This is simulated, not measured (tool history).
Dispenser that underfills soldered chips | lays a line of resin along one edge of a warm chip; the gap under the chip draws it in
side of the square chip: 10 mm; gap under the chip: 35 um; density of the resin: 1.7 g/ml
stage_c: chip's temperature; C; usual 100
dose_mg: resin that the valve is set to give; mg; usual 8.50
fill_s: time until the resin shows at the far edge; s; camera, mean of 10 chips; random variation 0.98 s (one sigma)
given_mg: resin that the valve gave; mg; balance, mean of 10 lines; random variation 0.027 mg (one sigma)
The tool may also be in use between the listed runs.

| run | hour | stage_c | dose_mg | fill_s | given_mg |
|---|---|---|---|---|---|
| 1 | 0.0 | 100 | 8.50 | 88.2 | 8.48 |
| 2 | 5.9 | 100 | 8.50 | 102.5 | 8.44 |
| 3 | 13.4 | 100 | 8.50 | 121.0 | 8.39 |
|  | 18.1 | new syringe of resin |
| 4 | 21.5 | 100 | 10.49 | 93.8 | 10.35 |
| 5 | 27.9 | 100 | 8.50 | 112.0 | 8.40 |
| 6 | 34.7 | 113 | 8.50 | 87.4 | 8.35 |
|  | 36.5 | new syringe of resin |
| 7 | 44.0 | 113 | 8.50 | 70.5 | 8.35 |
| 8 | 51.0 | 113 | 8.50 | 83.2 | 8.28 |
|  | 54.9 | new syringe of resin |
| 9 | 58.1 | 100 | 8.50 | 95.6 | 8.27 |
| 10 | 63.6 | 100 | 8.50 | 107.4 | 8.29 |
| 11 | 70.0 | 100 | 10.23 | 120.9 | 9.94 |
|  | 73.1 | new syringe of resin |
| 12 | 77.0 | 114 | 10.61 | 60.6 | 10.32 |
| 13 | 82.7 | 108 | 8.05 | 85.0 | 7.78 |
| 14 | 88.7 | 108 | 8.05 | 98.9 | 7.78 |
|  | 91.7 | new syringe of resin |
| 15 | 96.6 | 108 | 8.05 | 78.8 | 7.78 |
| 16 | 103.8 | 108 | 8.05 | 92.5 | 7.73 |
|  | 109.8 | new syringe of resin |
| 17 | 109.8 | 92 | 7.91 | 119.0 | 7.55 |
| 18 | 115.7 | 92 | 7.91 | 136.0 | 7.51 |
|  | 118.1 | dispensing valve cleaned and set on the balance |
| 19 | 123.4 | 107 | 8.11 | 92.1 | 8.06 |
|  | 128.8 | new syringe of resin |
| 20 | 128.8 | 105 | 8.50 | 74.4 | 8.50 |
| 21 | 133.2 | 99 | 8.09 | 99.2 | 8.06 |

Hidden state or all else? Some run-to-run changes of fill_s, split into what the settings, what came in and random variation would give without the hidden state, and what is left for the hidden state (with any gauge scatter that isn't in both results):
The hidden state here: resin's viscosity, % of fresh resin's; dose that the valve gives, % of what is set; true chip temperature over the reading, C; drift of the gauge itself on fill_s, %; drift of the gauge itself on given_mg, %.
Run 11 -> 12: stage_c 100 -> 114, dose_mg 10.23 -> 10.61, new syringe of resin. fill_s -60.3 s: hidden state -27.7, all else -32.6.
Run 16 -> 17: stage_c 108 -> 92, dose_mg 8.05 -> 7.91, new syringe of resin. fill_s +26.5 s: hidden state -25.0, all else +51.5.
Run 18 -> 19: stage_c 92 -> 107, dose_mg 7.91 -> 8.11, dispensing valve cleaned and set on the balance. fill_s -43.9 s: hidden state +7.4, all else -51.3.
